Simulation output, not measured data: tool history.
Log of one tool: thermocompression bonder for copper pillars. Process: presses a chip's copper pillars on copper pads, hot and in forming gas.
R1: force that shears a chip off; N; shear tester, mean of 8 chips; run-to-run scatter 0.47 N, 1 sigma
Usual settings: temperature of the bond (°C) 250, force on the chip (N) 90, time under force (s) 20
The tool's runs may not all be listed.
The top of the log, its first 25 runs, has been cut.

{"run": 26, "day": 9.375, "temperature of the bond (°C)": 260, "force on the chip (N)": 74, "time under force (s)": 14, "R1": 53.9}
{"run": 27, "day": 9.671, "temperature of the bond (°C)": 260, "force on the chip (N)": 74, "time under force (s)": 14, "R1": 54.6}
{"run": 28, "day": 10.2, "temperature of the bond (°C)": 244, "force on the chip (N)": 74, "time under force (s)": 57, "R1": 69.1}
{"run": 29, "day": 10.696, "temperature of the bond (°C)": 244, "force on the chip (N)": 59, "time under force (s)": 24, "R1": 44.2}
{"run": 30, "day": 11.008, "temperature of the bond (°C)": 254, "force on the chip (N)": 59, "time under force (s)": 50, "R1": 66.8}
{"run": 31, "day": 11.279, "temperature of the bond (°C)": 266, "force on the chip (N)": 70, "time under force (s)": 50, "R1": 81.0}
{"run": 32, "day": 11.683, "temperature of the bond (°C)": 246, "force on the chip (N)": 70, "time under force (s)": 11, "R1": 38.7}
{"day": 12.2, "done": "forming gas filter changed"}
{"run": 33, "day": 12.238, "temperature of the bond (°C)": 246, "force on the chip (N)": 70, "time under force (s)": 11, "R1": 39.4}
{"run": 34, "day": 12.692, "temperature of the bond (°C)": 250, "force on the chip (N)": 123, "time under force (s)": 13, "R1": 63.9}
{"run": 35, "day": 12.962, "temperature of the bond (°C)": 250, "force on the chip (N)": 96, "time under force (s)": 47, "R1": 80.1}
{"run": 36, "day": 13.35, "temperature of the bond (°C)": 250, "force on the chip (N)": 105, "time under force (s)": 45, "R1": 81.6}
{"run": 37, "day": 13.779, "temperature of the bond (°C)": 225, "force on the chip (N)": 128, "time under force (s)": 21, "R1": 53.3}
{"run": 38, "day": 14.271, "temperature of the bond (°C)": 225, "force on the chip (N)": 128, "time under force (s)": 21, "R1": 53.7}
{"run": 39, "day": 14.592, "temperature of the bond (°C)": 224, "force on the chip (N)": 93, "time under force (s)": 37, "R1": 51.9}
{"run": 40, "day": 15.042, "temperature of the bond (°C)": 267, "force on the chip (N)": 93, "time under force (s)": 55, "R1": 94.5}

What if the next run were any one of these 4? Each begins from the tool's condition after run 40:
{"run": "A", "day": 15.462, "temperature of the bond (°C)": 244, "force on the chip (N)": 90, "time under force (s)": 20, "R1": "?"}
{"run": "B", "day": 15.462, "temperature of the bond (°C)": 250, "force on the chip (N)": 93, "time under force (s)": 31, "R1": "?"}
{"run": "C", "day": 15.462, "temperature of the bond (°C)": 272, "force on the chip (N)": 59, "time under force (s)": 50, "R1": "?"}
{"run": "D", "day": 15.462, "temperature of the bond (°C)": 250, "force on the chip (N)": 85, "time under force (s)": 20, "R1": "?"}

run=A R1=56.9
run=B R1=69.9
run=C R1=80.5
run=D R1=57.9
Without the tool's unlogged condition, the same runs would have read:
run=A R1=56.9
run=B R1=70.0
run=C R1=80.5
run=D R1=58.0
